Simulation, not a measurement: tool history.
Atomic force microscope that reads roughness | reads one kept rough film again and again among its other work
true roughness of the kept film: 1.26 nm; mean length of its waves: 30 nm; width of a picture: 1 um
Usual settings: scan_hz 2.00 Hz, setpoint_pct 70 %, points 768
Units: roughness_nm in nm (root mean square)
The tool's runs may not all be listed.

| run | day | scan_hz | setpoint_pct | points | roughness_nm |
|---|---|---|---|---|---|
| 1 | 0.000 | 2.00 | 70 | 768 | 1.047 |
| 2 | 0.688 | 2.00 | 70 | 768 | 1.037 |
| 3 | 1.458 | 2.00 | 70 | 768 | 1.027 |
| 4 | 2.133 | 2.00 | 70 | 768 | 1.009 |
| 5 | 2.571 | 2.00 | 70 | 768 | 1.016 |
| 6 | 3.200 | 2.00 | 70 | 768 | 1.005 |
|  | 3.292 | height scale calibrated on a step standard |
| 7 | 3.912 | 2.00 | 58 | 944 | 1.053 |
| 8 | 4.450 | 2.00 | 58 | 944 | 1.062 |
|  | 4.875 | new tip fitted |
| 9 | 5.075 | 0.64 | 61 | 1005 | 1.158 |
| 10 | 5.704 | 3.81 | 86 | 356 | 0.728 |
| 11 | 6.442 | 1.28 | 70 | 294 | 1.055 |

Forecast each of these 5 alternatives for the next run:
| A | 7.171 | 1.69 | 78 | 263 | ? |
| B | 7.171 | 1.28 | 70 | 777 | ? |
| C | 7.171 | 1.07 | 85 | 1001 | ? |
| D | 7.171 | 3.21 | 70 | 270 | ? |
| E | 7.171 | 2.00 | 72 | 550 | ? |

| run | roughness_nm |
|---|---|
| A | 0.975 |
| B | 1.064 |
| C | 0.993 |
| D | 0.934 |
| E | 0.998 |
Without the tool's hidden state the same runs would have given:
| run | roughness_nm |
|---|---|
| A | 1.007 |
| B | 1.099 |
| C | 1.026 |
| D | 0.965 |
| E | 1.031 |

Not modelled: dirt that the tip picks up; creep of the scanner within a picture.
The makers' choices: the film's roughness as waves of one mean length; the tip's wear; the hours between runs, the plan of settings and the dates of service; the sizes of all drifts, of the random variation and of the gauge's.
